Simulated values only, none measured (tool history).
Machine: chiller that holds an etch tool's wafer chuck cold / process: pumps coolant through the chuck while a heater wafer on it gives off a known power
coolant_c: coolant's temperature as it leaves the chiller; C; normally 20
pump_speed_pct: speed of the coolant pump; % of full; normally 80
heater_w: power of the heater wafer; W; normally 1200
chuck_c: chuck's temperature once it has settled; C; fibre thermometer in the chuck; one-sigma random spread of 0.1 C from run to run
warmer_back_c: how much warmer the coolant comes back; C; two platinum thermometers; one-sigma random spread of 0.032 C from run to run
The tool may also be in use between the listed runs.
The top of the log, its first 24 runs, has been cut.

{"run": 25, "day": 108.417, "coolant_c": 19, "pump_speed_pct": 80, "heater_w": 1200, "chuck_c": 29.8, "warmer_back_c": 4.12}
{"run": 26, "day": 111.904, "coolant_c": 29, "pump_speed_pct": 62, "heater_w": 1200, "chuck_c": 42.9, "warmer_back_c": 5.19}
{"run": 27, "day": 114.992, "coolant_c": 29, "pump_speed_pct": 62, "heater_w": 1200, "chuck_c": 42.8, "warmer_back_c": 5.32}
{"run": 28, "day": 120.508, "coolant_c": 29, "pump_speed_pct": 62, "heater_w": 1200, "chuck_c": 42.9, "warmer_back_c": 5.28}
{"run": 29, "day": 124.554, "coolant_c": 22, "pump_speed_pct": 75, "heater_w": 654, "chuck_c": 28.5, "warmer_back_c": 2.39}
{"run": 30, "day": 127.538, "coolant_c": 28, "pump_speed_pct": 64, "heater_w": 1200, "chuck_c": 41.6, "warmer_back_c": 5.17}
{"run": 31, "day": 130.758, "coolant_c": 20, "pump_speed_pct": 80, "heater_w": 676, "chuck_c": 26.6, "warmer_back_c": 2.37}
{"run": 32, "day": 134.054, "coolant_c": 16, "pump_speed_pct": 80, "heater_w": 678, "chuck_c": 22.4, "warmer_back_c": 2.33}
{"run": 33, "day": 137.229, "coolant_c": 15, "pump_speed_pct": 80, "heater_w": 1427, "chuck_c": 28.2, "warmer_back_c": 4.97}

Forecast each of these 3 alternatives for the next run:
{"run": "A", "day": 141.429, "coolant_c": 25, "pump_speed_pct": 66, "heater_w": 642, "chuck_c": "?", "warmer_back_c": "?"}
{"run": "B", "day": 141.429, "coolant_c": 20, "pump_speed_pct": 71, "heater_w": 1200, "chuck_c": "?", "warmer_back_c": "?"}
{"run": "C", "day": 141.429, "coolant_c": 17, "pump_speed_pct": 72, "heater_w": 1154, "chuck_c": "?", "warmer_back_c": "?"}

run=A chuck_c=32.2 warmer_back_c=2.62
run=B chuck_c=32.6 warmer_back_c=4.75
run=C chuck_c=28.9 warmer_back_c=4.52
Had the tool no hidden state, the same runs would have come out as:
run=A chuck_c=31 warmer_back_c=2.33
run=B chuck_c=30.7 warmer_back_c=4.24
run=C chuck_c=27 warmer_back_c=4.03
